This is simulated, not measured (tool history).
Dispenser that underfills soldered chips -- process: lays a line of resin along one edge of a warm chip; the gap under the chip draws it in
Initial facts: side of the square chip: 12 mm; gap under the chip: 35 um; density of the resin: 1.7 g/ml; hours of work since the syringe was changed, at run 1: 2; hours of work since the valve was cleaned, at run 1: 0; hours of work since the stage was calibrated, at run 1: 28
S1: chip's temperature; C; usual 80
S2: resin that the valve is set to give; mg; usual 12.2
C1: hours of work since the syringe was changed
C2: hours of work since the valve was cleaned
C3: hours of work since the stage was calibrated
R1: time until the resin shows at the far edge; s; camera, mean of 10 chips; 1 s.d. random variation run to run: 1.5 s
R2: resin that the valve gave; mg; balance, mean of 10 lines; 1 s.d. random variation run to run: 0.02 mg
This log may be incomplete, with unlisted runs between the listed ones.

run,hour,S1,S2,C1,C2,C3,R1,R2
1,0.0,80,12.2,2,0,28,181.1,12.25
# hour 9.4: new syringe of resin
2,11.7,80,12.2,2,9,36,180.1,12.17
# hour 21.3: new syringe of resin
3,21.8,80,12.2,0,16,44,154.2,12.12
4,28.8,80,12.2,6,21,49,244.5,12.07
# hour 33.3: new syringe of resin
5,35.5,80,12.2,2,26,54,177.2,12.07
# hour 45.2: new syringe of resin
6,45.3,85,12.2,0,33,61,126.0,12.02
7,56.5,85,12.2,8,42,69,258.6,12.00
# hour 57.4: new syringe of resin
8,64.6,85,12.2,5,47,75,202.0,11.93
# hour 69.8: new syringe of resin
9,74.0,85,12.2,3,54,82,161.2,11.92
# hour 82.2: new syringe of resin
10,84.7,80,12.2,2,62,90,184.9,11.88
11,91.8,94,14.2,7,67,95,162.2,13.78
# hour 94.1: new syringe of resin
12,100.0,94,14.2,4,73,101,131.0,13.76
# hour 106.1: new syringe of resin
13,111.2,94,14.2,4,81,109,122.4,13.73
14,116.3,94,14.2,8,85,113,169.3,13.66
# hour 118.2: new syringe of resin
# hour 125.0: dispensing valve cleaned and set on the balance
15,127.2,94,14.2,6,2,120,148.6,14.19
# hour 131.5: new syringe of resin
16,132.8,94,14.2,1,6,124,97.4,14.18
# hour 143.4: new syringe of resin
17,143.4,68,13.9,0,13,132,254.9,13.84
18,153.3,68,13.9,7,21,139,464.5,13.75
# hour 155.4: new syringe of resin
19,164.4,68,13.9,7,29,147,427.7,13.72

Table of differences, measured result less the result of that run with no hidden state. Run-to-run variation is the same in both. Gauge scatter possibly is not:
Hidden conditions of the tool in this case: resin's viscosity, % of fresh resin's; dose that the valve gives, % of what is set; true chip temperature over the reading, C; drift of the gauge itself on fill_s, %; drift of the gauge itself on given_mg, %.
run,R1,R2
1,+31.2,+0.00
2,+26.2,-0.05
3,+4.3,-0.08
4,+92.2,-0.11
5,+26.2,-0.14
6,+2.2,-0.17
7,+134.0,-0.22
8,+77.2,-0.25
9,+38.8,-0.28
10,+30.7,-0.32
11,+75.3,-0.41
12,+44.5,-0.45
13,+34.6,-0.50
14,+81.5,-0.52
15,+62.5,-0.02
16,+9.6,-0.04
17,+5.4,-0.08
18,+221.6,-0.13
19,+193.1,-0.17
